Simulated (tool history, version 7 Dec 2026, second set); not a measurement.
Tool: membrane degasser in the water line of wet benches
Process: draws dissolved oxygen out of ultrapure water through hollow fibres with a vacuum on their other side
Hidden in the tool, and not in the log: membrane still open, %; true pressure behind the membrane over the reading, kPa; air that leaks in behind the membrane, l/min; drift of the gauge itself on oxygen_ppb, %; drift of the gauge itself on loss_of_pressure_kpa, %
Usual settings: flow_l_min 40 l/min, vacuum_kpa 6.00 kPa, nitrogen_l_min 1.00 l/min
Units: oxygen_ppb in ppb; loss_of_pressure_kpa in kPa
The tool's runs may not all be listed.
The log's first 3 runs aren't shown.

run    hour  flow_l_min  vacuum_kpa  nitrogen_l_min  hours since the membrane was changed  hours since the vacuum gauge was calibrated  hours since the vacuum lines were made tight  oxygen_ppb  loss_of_pressure_kpa
  4   603.7          40        6.00            1.00                                  1523                                         1523                                           744       314.1                 62.08
  5   829.9          40        6.48            1.00                                  1749                                         1749                                           970       344.7                 62.89
  6  1068.0          27        6.48            1.00                                  1987                                         1987                                          1208       208.8                 42.03
  7  1268.6          27        6.48            1.00                                  2187                                         2187                                          1408       212.7                 42.30
  8  1427.0          27        6.48            1.00                                  2346                                         2346                                          1567       212.2                 42.04
  9  1662.1          27        6.48            1.00                                  2581                                         2581                                          1802       213.1                 42.06
 10  1908.9          27        6.48            1.00                                  2828                                         2828                                          2049       209.7                 41.62
 11  2081.8          27        6.48            1.00                                  3001                                         3001                                          2222       207.8                 42.01
 12  2257.3          40        6.00            1.00                                  3176                                         3176                                          2397       312.7                 62.34
 13  2405.5          40        6.00            1.00                                  3324                                         3324                                          2545       316.6                 61.97
 14  2560.7          63        6.00            1.00                                  3480                                         3480                                          2701       579.4                 98.05
 15  2703.7          40        6.00            1.00                                  3623                                         3623                                          2844       311.7                 62.55
 16  2832.0          40        6.00            1.00                                  3751                                         3751                                          2972       309.2                 62.69
 17  3045.7          40        6.00            1.22                                  3965                                         3965                                          3186       274.6                 62.67
 18  3202.7          40        6.00            1.22                                  4122                                         4122                                          3343       276.2                 62.28
 19  3350.1          58        6.00            1.00                                  4269                                         4269                                          3490       524.7                 90.53
 20  3459.6          48        5.33            2.67                                  4378                                         4378                                          3599       238.5                 74.42
 21  3697.5          29        3.69            0.93                                  4616                                         4616                                          3837        65.1                 45.07
 22  3894.9          25        6.00            2.21                                  4814                                         4814                                          4035        92.5                 38.81

The next listed run, before its measurement:
 23  4108.2          48        6.15            0.42                                  5027                                         5027                                          4248           ?                     ?

oxygen_ppb: 618.3 ppb
loss_of_pressure_kpa: 74.45 kPa
Without the tool's hidden state the same run would have given oxygen_ppb 617.3 ppb, loss_of_pressure_kpa 75.19 kPa.
